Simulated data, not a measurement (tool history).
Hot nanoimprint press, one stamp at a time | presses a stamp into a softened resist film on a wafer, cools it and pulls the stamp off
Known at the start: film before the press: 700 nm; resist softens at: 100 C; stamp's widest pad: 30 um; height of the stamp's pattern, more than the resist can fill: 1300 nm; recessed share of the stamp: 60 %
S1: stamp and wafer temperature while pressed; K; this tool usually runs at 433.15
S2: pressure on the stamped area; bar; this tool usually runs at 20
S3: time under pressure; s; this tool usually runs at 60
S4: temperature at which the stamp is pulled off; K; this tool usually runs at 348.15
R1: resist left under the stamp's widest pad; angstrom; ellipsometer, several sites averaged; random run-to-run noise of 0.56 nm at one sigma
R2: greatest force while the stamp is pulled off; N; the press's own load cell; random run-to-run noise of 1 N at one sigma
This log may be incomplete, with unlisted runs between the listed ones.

{"run": 1, "day": 0.0, "S1": 433.15, "S2": 20, "S3": 60, "S4": 348.15, "R1": 2813, "R2": 140}
{"run": 2, "day": 1.179, "S1": 433.15, "S2": 20, "S3": 60, "S4": 348.15, "R1": 2805, "R2": 139}
{"run": 3, "day": 2.204, "S1": 433.15, "S2": 20, "S3": 60, "S4": 348.15, "R1": 2817, "R2": 140}
{"run": 4, "day": 3.1, "S1": 440.15, "S2": 20, "S3": 60, "S4": 348.15, "R1": 1970, "R2": 141}
{"run": 5, "day": 4.354, "S1": 433.15, "S2": 20, "S3": 40, "S4": 348.15, "R1": 3227, "R2": 142}
{"run": 6, "day": 5.208, "S1": 444.15, "S2": 20, "S3": 60, "S4": 348.15, "R1": 1620, "R2": 145}
{"run": 7, "day": 5.979, "S1": 444.15, "S2": 20, "S3": 60, "S4": 348.15, "R1": 1620, "R2": 143}
{"run": 8, "day": 6.821, "S1": 444.15, "S2": 20, "S3": 60, "S4": 348.15, "R1": 1621, "R2": 145}
{"run": 9, "day": 7.817, "S1": 444.15, "S2": 20, "S3": 60, "S4": 348.15, "R1": 1623, "R2": 145}
{"run": 10, "day": 9.029, "S1": 444.15, "S2": 26.8, "S3": 60, "S4": 348.15, "R1": 1365, "R2": 144}
{"run": 11, "day": 10.329, "S1": 433.15, "S2": 20, "S3": 60, "S4": 335.15, "R1": 2785, "R2": 198}
{"run": 12, "day": 11.6, "S1": 433.15, "S2": 20, "S3": 33, "S4": 348.15, "R1": 3412, "R2": 147}
{"run": 13, "day": 13.054, "S1": 433.15, "S2": 20, "S3": 33, "S4": 348.15, "R1": 3409, "R2": 150}
{"run": 14, "day": 13.979, "S1": 433.15, "S2": 20, "S3": 33, "S4": 348.15, "R1": 3415, "R2": 149}
{"run": 15, "day": 14.838, "S1": 433.15, "S2": 20, "S3": 33, "S4": 348.15, "R1": 3392, "R2": 150}
{"run": 16, "day": 15.938, "S1": 435.15, "S2": 27, "S3": 54, "S4": 353.15, "R1": 2201, "R2": 128}
{"run": 17, "day": 17.288, "S1": 435.15, "S2": 27, "S3": 54, "S4": 353.15, "R1": 2204, "R2": 128}
{"run": 18, "day": 18.246, "S1": 435.15, "S2": 27, "S3": 33, "S4": 353.15, "R1": 2624, "R2": 131}
{"run": 19, "day": 19.046, "S1": 435.15, "S2": 27, "S3": 33, "S4": 353.15, "R1": 2613, "R2": 130}
{"run": 20, "day": 20.525, "S1": 427.15, "S2": 27, "S3": 33, "S4": 353.15, "R1": 3925, "R2": 131}
{"run": 21, "day": 21.15, "S1": 427.15, "S2": 27, "S3": 33, "S4": 353.15, "R1": 3925, "R2": 131}
{"run": 22, "day": 21.883, "S1": 433.15, "S2": 16.9, "S3": 60, "S4": 348.15, "R1": 3022, "R2": 153}
{"run": 23, "day": 23.275, "S1": 442.15, "S2": 20, "S3": 60, "S4": 352.15, "R1": 1768, "R2": 137}
{"run": 24, "day": 24.483, "S1": 431.15, "S2": 18.3, "S3": 76, "S4": 340.15, "R1": 2963, "R2": 190}
{"run": 25, "day": 25.292, "S1": 430.15, "S2": 13, "S3": 60, "S4": 334.15, "R1": 3984, "R2": 217}
{"run": 26, "day": 26.008, "S1": 430.15, "S2": 26.6, "S3": 60, "S4": 334.15, "R1": 2770, "R2": 219}
{"run": 27, "day": 26.938, "S1": 425.15, "S2": 20.1, "S3": 96, "S4": 335.15, "R1": 3590, "R2": 215}
{"run": 28, "day": 27.846, "S1": 445.15, "S2": 16.3, "S3": 96, "S4": 335.15, "R1": 1447, "R2": 214}
{"run": 29, "day": 29.183, "S1": 428.15, "S2": 17.3, "S3": 85, "S4": 355.15, "R1": 3439, "R2": 127}

Forecast each of these 3 alternatives for the next run:
{"run": "A", "day": 29.875, "S1": 433.15, "S2": 21.1, "S3": 92, "S4": 348.15, "R1": "?", "R2": "?"}
{"run": "B", "day": 29.875, "S1": 433.15, "S2": 13.4, "S3": 38, "S4": 337.15, "R1": "?", "R2": "?"}
{"run": "C", "day": 29.875, "S1": 433.15, "S2": 20, "S3": 88, "S4": 342.15, "R1": "?", "R2": "?"}

run=A R1=2291 R2=159
run=B R1=3923 R2=210
run=C R1=2401 R2=185
With no hidden state in the tool, these same runs would have given:
run=A R1=2361 R2=141
run=B R1=4059 R2=185
run=C R1=2478 R2=163
